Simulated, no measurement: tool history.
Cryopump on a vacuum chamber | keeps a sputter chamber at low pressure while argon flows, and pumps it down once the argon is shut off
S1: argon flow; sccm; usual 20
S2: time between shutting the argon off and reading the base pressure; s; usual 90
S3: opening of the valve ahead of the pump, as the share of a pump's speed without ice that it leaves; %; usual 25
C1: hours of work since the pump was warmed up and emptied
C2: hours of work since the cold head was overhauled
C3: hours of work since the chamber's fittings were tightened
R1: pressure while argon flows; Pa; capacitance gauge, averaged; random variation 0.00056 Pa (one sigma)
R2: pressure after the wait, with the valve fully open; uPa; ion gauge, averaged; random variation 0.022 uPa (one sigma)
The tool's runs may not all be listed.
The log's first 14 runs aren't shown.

{"run": 15, "day": 22.446, "S1": 20, "S2": 90, "S3": 22, "C1": 122, "C2": 1088, "C3": 405, "R1": 0.0698, "R2": 0.76}
{"run": 16, "day": 24.271, "S1": 20, "S2": 90, "S3": 22, "C1": 159, "C2": 1124, "C3": 442, "R1": 0.0699, "R2": 0.71}
{"run": 17, "day": 25.646, "S1": 20, "S2": 90, "S3": 22, "C1": 187, "C2": 1152, "C3": 470, "R1": 0.0711, "R2": 0.73}
{"run": 18, "day": 27.538, "S1": 10, "S2": 90, "S3": 18, "C1": 224, "C2": 1190, "C3": 508, "R1": 0.0432, "R2": 0.71}
{"run": 19, "day": 29.379, "S1": 11, "S2": 24, "S3": 28, "C1": 261, "C2": 1227, "C3": 544, "R1": 0.0318, "R2": 2.22}
{"run": 20, "day": 31.2, "S1": 15, "S2": 127, "S3": 35, "C1": 298, "C2": 1263, "C3": 581, "R1": 0.0339, "R2": 0.62}
{"run": 21, "day": 32.671, "S1": 15, "S2": 127, "S3": 35, "C1": 327, "C2": 1293, "C3": 610, "R1": 0.0349, "R2": 0.6}
{"run": 22, "day": 33.817, "S1": 27, "S2": 67, "S3": 34, "C1": 350, "C2": 1316, "C3": 633, "R1": 0.0637, "R2": 0.95}
{"run": 23, "day": 34.846, "S1": 10, "S2": 67, "S3": 28, "C1": 371, "C2": 1336, "C3": 654, "R1": 0.0272, "R2": 0.93}
{"run": 24, "day": 37.075, "S1": 20, "S2": 90, "S3": 18, "C1": 416, "C2": 1381, "C3": 699, "R1": 0.0881, "R2": 0.78}
{"run": 25, "day": 39.179, "S1": 25, "S2": 90, "S3": 33, "C1": 458, "C2": 1423, "C3": 741, "R1": 0.062, "R2": 0.75}
{"run": 26, "day": 41.304, "S1": 25, "S2": 90, "S3": 33, "C1": 501, "C2": 1466, "C3": 784, "R1": 0.0617, "R2": 0.83}
{"run": 27, "day": 43.321, "S1": 20, "S2": 84, "S3": 16, "C1": 541, "C2": 1506, "C3": 824, "R1": 0.1005, "R2": 0.85}
{"run": 28, "day": 45.362, "S1": 15, "S2": 277, "S3": 49, "C1": 582, "C2": 1547, "C3": 865, "R1": 0.0274, "R2": 0.47}
{"run": 29, "day": 46.542, "S1": 15, "S2": 191, "S3": 49, "C1": 606, "C2": 1571, "C3": 889, "R1": 0.0268, "R2": 0.53}
{"run": 30, "day": 47.871, "S1": 21, "S2": 191, "S3": 49, "C1": 632, "C2": 1598, "C3": 915, "R1": 0.038, "R2": 0.59}
{"run": 31, "day": 49.233, "S1": 20, "S2": 49, "S3": 17, "C1": 660, "C2": 1625, "C3": 943, "R1": 0.0952, "R2": 1.32}
{"run": 32, "day": 51.3, "S1": 20, "S2": 49, "S3": 17, "C1": 701, "C2": 1666, "C3": 984, "R1": 0.0947, "R2": 1.31}
{"run": 33, "day": 53.275, "S1": 20, "S2": 49, "S3": 17, "C1": 741, "C2": 1706, "C3": 1024, "R1": 0.096, "R2": 1.34}
{"run": 34, "day": 55.188, "S1": 31, "S2": 150, "S3": 22, "C1": 779, "C2": 1744, "C3": 1062, "R1": 0.1181, "R2": 0.73}

Forecast each of these 4 alternatives for the next run:
{"run": "A", "day": 57.125, "S1": 16, "S2": 78, "S3": 22, "C1": 818, "C2": 1783, "C3": 1101, "R1": "?", "R2": "?"}
{"run": "B", "day": 57.125, "S1": 12, "S2": 150, "S3": 34, "C1": 818, "C2": 1783, "C3": 1101, "R1": "?", "R2": "?"}
{"run": "C", "day": 57.125, "S1": 20, "S2": 90, "S3": 36, "C1": 818, "C2": 1783, "C3": 1101, "R1": "?", "R2": "?"}
{"run": "D", "day": 57.125, "S1": 17, "S2": 90, "S3": 20, "C1": 818, "C2": 1783, "C3": 1101, "R1": "?", "R2": "?"}

run=A R1=0.0609 R2=0.97
run=B R1=0.0304 R2=0.7
run=C R1=0.0485 R2=0.91
run=D R1=0.07 R2=0.89
Without the tool's hidden state the same runs would have given:
run=A R1=0.0557 R2=0.72
run=B R1=0.0265 R2=0.44
run=C R1=0.0421 R2=0.65
run=D R1=0.0645 R2=0.64
